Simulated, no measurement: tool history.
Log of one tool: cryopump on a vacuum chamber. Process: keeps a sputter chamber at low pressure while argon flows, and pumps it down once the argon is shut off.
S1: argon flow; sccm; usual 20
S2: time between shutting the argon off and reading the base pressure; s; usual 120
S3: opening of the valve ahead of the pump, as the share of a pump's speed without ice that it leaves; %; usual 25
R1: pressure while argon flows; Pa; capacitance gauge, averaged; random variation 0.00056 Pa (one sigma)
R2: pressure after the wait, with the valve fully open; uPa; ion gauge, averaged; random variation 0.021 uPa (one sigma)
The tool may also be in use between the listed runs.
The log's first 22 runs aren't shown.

run     day  S1   S2  S3      R1    R2
 23  10.250  33   88  36  0.0734  0.88
 24  10.712  33   88  36  0.0740  0.87
 25  11.050  16   88  41  0.0311  0.93
 26  11.329  16  197  22  0.0572  0.70
 27  11.904  20   21  25  0.0634  1.88
 28  12.229  33  156  17  0.1544  0.74
 29  12.792  20   35  25  0.0638  1.34
 30  13.254  20   35  25  0.0638  1.36
 31  13.588  20   35  25  0.0644  1.39
 32  13.900  11  284  48  0.0196  0.65
 33  14.479  11  284  48  0.0196  0.68

3 ways to go on from here, each from the tool as it stands after run 33. What would each give?
  A  15.083  21  120  42   ?   ?
  B  15.083  36   58  48   ?   ?
  C  15.083  11   33  48   ?   ?

run      R1    R2
  A  0.0418  0.84
  B  0.0622  1.05
  C  0.0191  1.46
Without the tool's hidden state the same runs would have given:
run      R1    R2
  A  0.0385  0.39
  B  0.0565  0.61
  C  0.0173  1.03
